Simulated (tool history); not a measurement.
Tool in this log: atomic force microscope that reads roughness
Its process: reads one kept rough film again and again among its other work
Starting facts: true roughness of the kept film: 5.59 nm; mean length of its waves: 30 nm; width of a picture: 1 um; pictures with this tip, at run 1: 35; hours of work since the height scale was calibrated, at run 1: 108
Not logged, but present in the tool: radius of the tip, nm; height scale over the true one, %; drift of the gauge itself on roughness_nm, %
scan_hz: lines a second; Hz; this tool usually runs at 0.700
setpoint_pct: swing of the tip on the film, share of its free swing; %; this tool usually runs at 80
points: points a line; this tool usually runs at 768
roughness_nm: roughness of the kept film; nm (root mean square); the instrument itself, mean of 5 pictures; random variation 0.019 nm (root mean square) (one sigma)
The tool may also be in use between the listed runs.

| run | hour | scan_hz | setpoint_pct | points | pictures with this tip | hours of work since the height scale was calibrated | roughness_nm |
|---|---|---|---|---|---|---|---|
| 1 | 0.0 | 0.700 | 80 | 768 | 35 | 108 | 3.827 |
| 2 | 7.7 | 0.700 | 80 | 768 | 46 | 113 | 3.602 |
| 3 | 15.3 | 0.700 | 80 | 768 | 58 | 119 | 3.460 |
| 4 | 19.1 | 0.700 | 80 | 768 | 64 | 122 | 3.419 |
|  | 24.5 | new tip fitted |
| 5 | 27.1 | 0.700 | 80 | 768 | 4 | 128 | 4.398 |
| 6 | 34.0 | 0.700 | 80 | 768 | 15 | 133 | 4.174 |
| 7 | 39.8 | 0.700 | 80 | 414 | 24 | 138 | 3.996 |
| 8 | 48.6 | 0.700 | 80 | 414 | 37 | 144 | 3.810 |
| 9 | 57.9 | 0.700 | 80 | 768 | 52 | 151 | 3.550 |
| 10 | 66.9 | 0.700 | 80 | 768 | 65 | 158 | 3.394 |
|  | 70.9 | new tip fitted |
| 11 | 75.4 | 0.700 | 80 | 768 | 7 | 164 | 4.326 |
| 12 | 80.7 | 0.700 | 66 | 768 | 15 | 169 | 4.286 |
| 13 | 85.1 | 0.700 | 66 | 768 | 21 | 172 | 4.196 |
| 14 | 93.4 | 0.700 | 66 | 768 | 34 | 178 | 4.008 |
| 15 | 101.4 | 0.700 | 66 | 768 | 46 | 184 | 3.763 |
| 16 | 105.9 | 0.700 | 66 | 836 | 53 | 188 | 3.663 |
| 17 | 114.5 | 0.700 | 66 | 836 | 67 | 194 | 3.422 |
|  | 117.9 | new tip fitted |
| 18 | 120.9 | 0.700 | 66 | 836 | 5 | 199 | 4.530 |
| 19 | 125.6 | 0.700 | 66 | 836 | 12 | 202 | 4.309 |
| 20 | 131.7 | 0.700 | 66 | 836 | 21 | 207 | 4.162 |
| 21 | 135.9 | 0.700 | 86 | 768 | 28 | 210 | 3.834 |
| 22 | 143.6 | 0.700 | 80 | 768 | 39 | 216 | 3.726 |
| 23 | 148.5 | 0.700 | 80 | 768 | 47 | 220 | 3.619 |
| 24 | 152.9 | 0.700 | 80 | 768 | 54 | 223 | 3.500 |
| 25 | 158.8 | 0.700 | 80 | 768 | 63 | 228 | 3.387 |
|  | 164.7 | new tip fitted |
| 26 | 165.4 | 0.700 | 80 | 810 | 1 | 233 | 4.439 |
| 27 | 173.9 | 3.202 | 80 | 430 | 14 | 239 | 3.544 |
| 28 | 180.4 | 3.202 | 80 | 430 | 24 | 244 | 3.401 |
| 29 | 184.7 | 1.292 | 68 | 322 | 31 | 247 | 3.886 |
| 30 | 190.8 | 0.700 | 63 | 290 | 40 | 252 | 3.784 |
| 31 | 197.5 | 0.700 | 63 | 290 | 50 | 257 | 3.649 |
| 32 | 203.8 | 1.776 | 64 | 487 | 60 | 262 | 3.427 |
| 33 | 207.6 | 1.608 | 60 | 934 | 66 | 265 | 3.393 |
|  | 211.8 | new tip fitted |
| 34 | 211.8 | 1.608 | 60 | 934 | 0 | 268 | 4.568 |
| 35 | 218.2 | 0.700 | 80 | 947 | 10 | 272 | 4.291 |
| 36 | 226.2 | 2.842 | 78 | 518 | 22 | 279 | 3.585 |
| 37 | 233.5 | 1.282 | 62 | 460 | 34 | 284 | 3.915 |
| 38 | 241.1 | 2.704 | 68 | 321 | 45 | 290 | 3.486 |
| 39 | 248.7 | 2.704 | 68 | 321 | 57 | 296 | 3.293 |
| 40 | 254.3 | 2.704 | 68 | 321 | 66 | 300 | 3.206 |
|  | 258.2 | new tip fitted |
| 41 | 262.8 | 0.906 | 79 | 768 | 7 | 306 | 4.286 |
| 42 | 266.6 | 3.783 | 79 | 358 | 13 | 309 | 3.474 |
| 43 | 271.7 | 0.749 | 65 | 536 | 20 | 313 | 4.177 |
| 44 | 275.4 | 3.276 | 60 | 288 | 26 | 316 | 3.835 |
| 45 | 282.3 | 3.276 | 60 | 288 | 37 | 321 | 3.662 |
| 46 | 286.9 | 1.492 | 79 | 456 | 44 | 325 | 3.482 |
| 47 | 292.0 | 0.700 | 80 | 835 | 51 | 329 | 3.561 |
| 48 | 297.7 | 0.936 | 63 | 427 | 60 | 333 | 3.489 |
| 49 | 302.6 | 2.024 | 64 | 768 | 68 | 337 | 3.296 |
|  | 305.0 | new tip fitted |
| 50 | 311.7 | 3.426 | 78 | 568 | 10 | 343 | 3.635 |
| 51 | 316.2 | 0.867 | 75 | 445 | 17 | 347 | 4.073 |
| 52 | 322.6 | 0.911 | 57 | 768 | 27 | 352 | 4.050 |

Below are 3 alternative next runs, each starting from the tool's condition after run 52. Predict each:
| A | 331.2 | 0.604 | 80 | 768 | 40 | 358 | ? |
| B | 331.2 | 3.975 | 78 | 477 | 40 | 358 | ? |
| C | 331.2 | 0.822 | 83 | 768 | 40 | 358 | ? |

| run | roughness_nm |
|---|---|
| A | 3.758 |
| B | 3.065 |
| C | 3.611 |
Stripped of hidden state, with their random variation kept, the same runs would have yielded:
| run | roughness_nm |
|---|---|
| A | 4.594 |
| B | 3.746 |
| C | 4.416 |
